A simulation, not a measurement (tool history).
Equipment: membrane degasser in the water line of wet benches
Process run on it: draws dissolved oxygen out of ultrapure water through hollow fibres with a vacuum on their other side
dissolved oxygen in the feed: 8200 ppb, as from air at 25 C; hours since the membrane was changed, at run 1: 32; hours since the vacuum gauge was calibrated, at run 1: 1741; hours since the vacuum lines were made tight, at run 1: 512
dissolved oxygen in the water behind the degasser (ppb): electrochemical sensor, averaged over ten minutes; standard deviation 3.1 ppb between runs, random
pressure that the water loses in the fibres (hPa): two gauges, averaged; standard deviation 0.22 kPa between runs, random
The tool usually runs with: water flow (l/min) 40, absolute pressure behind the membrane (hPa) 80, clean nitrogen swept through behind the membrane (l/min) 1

run,hour,water flow (l/min),absolute pressure behind the membrane (hPa),clean nitrogen swept through behind the membrane (l/min),hours since the membrane was changed,hours since the vacuum gauge was calibrated,hours since the vacuum lines were made tight,dissolved oxygen in the water behind the degasser (ppb),pressure that the water loses in the fibres (hPa)
1,0,40,80,1,32,1741,512,390.8,531.2
2,30.8,40,80,1,63,1772,542,394.8,530.3
3,54.3,40,80,1,86,1796,566,390.1,526
4,92.7,30,80,1,125,1834,604,310.8,398.2
5,114.3,30,80,1,146,1856,626,308.2,395.9
6,158.2,30,80,1,190,1900,670,312.4,398.8
7,184.9,30,80,1,217,1926,697,313.9,398.4
8,223.9,30,80,1,256,1965,736,310,397.4
9,248,30,80,1,280,1989,760,310.8,398.5
10,275.3,40,80,1,307,2017,787,394.5,535.1
11,300.4,40,80,1,332,2042,812,394.3,534.6

Run 12 has not been measured yet. What should we expect?
12,343.6,40,80,1.19,376,2085,855,?,?

Run 12 yielded dissolved oxygen in the water behind the degasser (ppb) 343.4, pressure that the water loses in the fibres (hPa) 536.3.
If the tool had no hidden condition, the same run with the same run-to-run variation would have returned dissolved oxygen in the water behind the degasser (ppb) 326.7, pressure that the water loses in the fibres (hPa) 534.8.

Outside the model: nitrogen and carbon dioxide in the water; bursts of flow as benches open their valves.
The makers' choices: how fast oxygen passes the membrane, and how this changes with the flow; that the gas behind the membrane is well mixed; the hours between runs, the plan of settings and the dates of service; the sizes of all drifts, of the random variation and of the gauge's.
